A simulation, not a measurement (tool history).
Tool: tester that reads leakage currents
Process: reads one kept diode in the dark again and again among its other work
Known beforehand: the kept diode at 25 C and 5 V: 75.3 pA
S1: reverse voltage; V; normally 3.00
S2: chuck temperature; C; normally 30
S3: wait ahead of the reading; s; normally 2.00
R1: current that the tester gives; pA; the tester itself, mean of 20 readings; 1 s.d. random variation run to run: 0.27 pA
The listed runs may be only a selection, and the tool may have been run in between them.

{"run": 1, "hour": 0.0, "S1": 3.0, "S2": 30, "S3": 2.0, "R1": 83.66}
{"run": 2, "hour": 93.4, "S1": 3.0, "S2": 30, "S3": 2.0, "R1": 82.75}
{"run": 3, "hour": 145.4, "S1": 3.0, "S2": 30, "S3": 2.0, "R1": 82.53}
{"run": 4, "hour": 225.2, "S1": 3.0, "S2": 30, "S3": 2.0, "R1": 82.51}
{"run": 5, "hour": 321.6, "S1": 10.27, "S2": 30, "S3": 2.0, "R1": 163.74}
{"run": 6, "hour": 394.5, "S1": 10.27, "S2": 30, "S3": 2.0, "R1": 162.99}
{"run": 7, "hour": 495.8, "S1": 1.83, "S2": 30, "S3": 2.0, "R1": 62.63}
{"run": 8, "hour": 585.5, "S1": 1.83, "S2": 30, "S3": 2.0, "R1": 62.29}
{"run": 9, "hour": 652.6, "S1": 3.0, "S2": 30, "S3": 1.02, "R1": 81.58}
{"run": 10, "hour": 735.5, "S1": 3.0, "S2": 30, "S3": 1.02, "R1": 81.72}
{"run": 11, "hour": 826.0, "S1": 3.0, "S2": 30, "S3": 1.02, "R1": 81.53}
{"run": 12, "hour": 888.0, "S1": 3.0, "S2": 30, "S3": 1.02, "R1": 81.11}
{"run": 13, "hour": 984.0, "S1": 17.12, "S2": 30, "S3": 2.0, "R1": 216.52}
{"run": 14, "hour": 1064.8, "S1": 17.12, "S2": 30, "S3": 2.0, "R1": 216.28}
{"run": 15, "hour": 1118.1, "S1": 17.12, "S2": 30, "S3": 2.0, "R1": 214.52}
{"run": 16, "hour": 1192.8, "S1": 17.12, "S2": 30, "S3": 2.0, "R1": 216.33}
{"run": 17, "hour": 1274.9, "S1": 17.12, "S2": 30, "S3": 2.0, "R1": 215.65}
{"run": 18, "hour": 1343.1, "S1": 3.0, "S2": 30, "S3": 3.56, "R1": 79.38}
{"run": 19, "hour": 1398.0, "S1": 3.0, "S2": 30, "S3": 1.81, "R1": 79.62}
{"run": 20, "hour": 1493.2, "S1": 13.73, "S2": 30, "S3": 1.81, "R1": 189.16}
{"run": 21, "hour": 1580.7, "S1": 1.34, "S2": 30, "S3": 0.77, "R1": 50.1}
{"run": 22, "hour": 1632.9, "S1": 3.5, "S2": 30, "S3": 0.8, "R1": 100.94}
{"run": 23, "hour": 1723.2, "S1": 1.9, "S2": 30, "S3": 3.92, "R1": 70.6}
{"run": 24, "hour": 1820.4, "S1": 1.9, "S2": 30, "S3": 3.92, "R1": 70.49}
{"run": 25, "hour": 1925.7, "S1": 13.36, "S2": 25, "S3": 2.0, "R1": 142.47}
{"run": 26, "hour": 1988.8, "S1": 5.87, "S2": 38, "S3": 0.4, "R1": 259.05}
{"run": 27, "hour": 2036.9, "S1": 6.16, "S2": 22, "S3": 2.0, "R1": 69.86}
{"run": 28, "hour": 2101.4, "S1": 6.16, "S2": 22, "S3": 2.0, "R1": 69.94}
{"run": 29, "hour": 2159.5, "S1": 6.16, "S2": 39, "S3": 6.49, "R1": 287.59}
{"run": 30, "hour": 2255.8, "S1": 3.0, "S2": 34, "S3": 0.34, "R1": 127.47}
{"run": 31, "hour": 2325.5, "S1": 9.75, "S2": 44, "S3": 2.0, "R1": 550.32}
{"run": 32, "hour": 2405.7, "S1": 2.95, "S2": 32, "S3": 7.06, "R1": 105.16}
{"run": 33, "hour": 2474.9, "S1": 3.84, "S2": 30, "S3": 2.0, "R1": 103.2}
{"run": 34, "hour": 2541.5, "S1": 3.84, "S2": 30, "S3": 2.0, "R1": 97.7}
{"run": 35, "hour": 2620.5, "S1": 3.0, "S2": 35, "S3": 0.75, "R1": 131.04}
{"run": 36, "hour": 2699.2, "S1": 3.0, "S2": 35, "S3": 0.75, "R1": 130.88}
{"run": 37, "hour": 2754.8, "S1": 3.0, "S2": 35, "S3": 0.75, "R1": 129.69}
{"run": 38, "hour": 2850.8, "S1": 1.9, "S2": 48, "S3": 2.0, "R1": 294.12}
{"run": 39, "hour": 2923.4, "S1": 1.9, "S2": 44, "S3": 2.0, "R1": 213.28}
{"run": 40, "hour": 2984.9, "S1": 1.9, "S2": 57, "S3": 2.0, "R1": 583.95}

Between the runs listed above, the log contained 2 entries, not reproduced here. Where in the sequence does each belong, and how does what the log doesn't record of the tool's condition differ from the listed run before to the listed run after?
From run 21 to run 22: chuck's temperature calibrated (hour 1605.7)
  stray current of the dirty probe card, pA a volt: 0.943 -> 0.97; current scale over the true one, %: -0.43 -> -0.44; true chuck temperature over the reading, C: -1.74 -> 0.02
  measured less the result without the state, R1: -7.19 -> +3.02 pA
From run 33 to run 34: probe card cleaned and baked (hour 2532.3)
  stray current of the dirty probe card, pA a volt: 1.408 -> 0.025; true chuck temperature over the reading, C: -0.48 -> -0.51
  measured less the result without the state, R1: +0.56 -> -5.07 pA
